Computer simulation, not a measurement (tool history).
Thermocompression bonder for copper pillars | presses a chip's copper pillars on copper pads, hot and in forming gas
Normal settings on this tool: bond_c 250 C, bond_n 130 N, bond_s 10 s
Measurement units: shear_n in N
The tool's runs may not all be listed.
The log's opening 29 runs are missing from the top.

run    hour  bond_c  bond_n  bond_s  shear_n
 30  1860.3     229      96      12     33.6
 31  1903.1     270     118       5       45
     1956.2  -- force cell calibrated
 32  1968.8     270     118       5     45.6
 33  2024.1     257     130      23     71.1
 34  2073.9     257     149      22       75
     2103.3  -- forming gas filter changed
     2125.5  -- heater calibrated with a thermocouple chip
 35  2156.2     257     149      22     84.4
 36  2215.1     263     149       6     59.6
 37  2312.3     260      95      11       55
 38  2387.6     260      95      11     54.5

What if the next run were any one of these 5? Each begins from the tool's condition after run 38:
  A  2458.9     250     130      27        ?
  B  2458.9     236     113      13        ?
  C  2458.9     226      95      11        ?
  D  2458.9     233     130      10        ?
  E  2458.9     269     109      12        ?

run  shear_n
  A     76.2
  B     46.1
  C     34.1
  D     44.3
  E     65.9
Had the tool no hidden state, the same runs would have come out as:
run  shear_n
  A     80.7
  B     49.6
  C     36.8
  D     47.7
  E     69.9
